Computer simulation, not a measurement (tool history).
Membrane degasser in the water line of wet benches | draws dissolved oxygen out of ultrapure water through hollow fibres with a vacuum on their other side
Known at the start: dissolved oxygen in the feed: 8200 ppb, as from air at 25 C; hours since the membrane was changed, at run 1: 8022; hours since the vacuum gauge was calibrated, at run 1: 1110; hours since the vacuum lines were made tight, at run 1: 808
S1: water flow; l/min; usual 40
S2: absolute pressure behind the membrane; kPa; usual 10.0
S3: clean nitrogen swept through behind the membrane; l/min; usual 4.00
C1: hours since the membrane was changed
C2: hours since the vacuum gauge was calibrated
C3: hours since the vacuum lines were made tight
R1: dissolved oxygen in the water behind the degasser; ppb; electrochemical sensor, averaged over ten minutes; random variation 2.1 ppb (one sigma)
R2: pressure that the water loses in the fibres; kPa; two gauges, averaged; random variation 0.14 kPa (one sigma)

run,day,S1,S2,S3,C1,C2,C3,R1,R2
1,0.000,40,10.0,4.00,8022,1110,808,250.6,32.85
2,5.396,40,10.0,4.00,8151,1240,938,251.4,32.81
3,11.021,58,10.0,4.00,8286,1375,1073,412.2,47.87
4,17.625,34,10.0,4.00,8445,1534,1231,206.9,28.07
5,22.275,40,10.0,1.73,8556,1645,1343,433.8,33.13
6,26.779,40,10.0,4.00,8665,1753,1451,254.1,33.10
7,34.538,40,10.0,4.00,8851,1939,1637,255.7,33.53
8,39.512,40,24.8,4.00,8970,2059,1757,572.4,33.04
9,45.442,40,12.7,4.00,9112,2201,1899,313.9,32.73
10,53.850,40,7.2,4.00,9314,2403,2101,193.7,33.47
11,60.433,40,7.2,4.00,9472,2561,2259,193.2,33.26
12,69.779,40,7.2,4.00,9697,2785,2483,195.8,33.12
13,77.338,40,23.1,4.00,9878,2967,2664,542.3,33.52
14,83.046,40,23.1,4.00,10015,3104,2801,540.3,33.25
15,88.817,40,23.1,4.00,10153,3242,2940,537.5,33.44
16,95.946,40,10.0,4.00,10325,3413,3111,258.0,33.29
17,103.192,40,6.1,10.68,10498,3587,3285,126.3,33.23
18,111.729,40,19.6,6.47,10703,3792,3490,337.2,33.55
19,119.508,62,24.3,4.00,10890,3979,3676,891.0,51.89
20,125.708,51,6.8,4.00,11039,4127,3825,268.2,42.80
21,132.292,25,10.0,4.00,11197,4285,3983,138.1,20.97
22,140.788,41,10.0,7.38,11401,4489,4187,199.5,34.09
23,144.704,41,10.0,4.00,11495,4583,4281,271.0,34.44
24,153.975,41,10.0,4.00,11717,4806,4504,276.3,34.30
25,158.642,40,7.1,4.00,11829,4918,4616,195.3,33.58
26,165.242,40,25.0,2.44,11988,5076,4774,844.6,33.71
27,169.604,35,10.0,4.39,12092,5181,4879,210.3,29.25
28,177.533,39,6.6,7.91,12283,5371,5069,141.4,32.73
# day 178.329: vacuum gauge calibrated
29,181.792,52,10.0,4.00,12384,83,5171,364.4,43.85
30,190.158,29,10.0,11.18,12585,284,5372,95.0,24.31
31,197.362,62,11.0,5.19,12758,457,5544,434.8,52.44
32,202.733,36,20.0,4.00,12887,586,5673,427.7,30.33

Forecast each of these 3 alternatives for the next run:
A,207.875,36,12.3,2.05,13010,709,5797,?,?
B,207.875,41,7.5,4.00,13010,709,5797,?,?
C,207.875,37,7.0,4.00,13010,709,5797,?,?

run,R1,R2
A,425.3,30.16
B,212.4,34.53
C,170.6,31.19
Without the tool's hidden state the same runs would have given:
run,R1,R2
A,404.3,28.49
B,187.3,32.63
C,149.3,29.48

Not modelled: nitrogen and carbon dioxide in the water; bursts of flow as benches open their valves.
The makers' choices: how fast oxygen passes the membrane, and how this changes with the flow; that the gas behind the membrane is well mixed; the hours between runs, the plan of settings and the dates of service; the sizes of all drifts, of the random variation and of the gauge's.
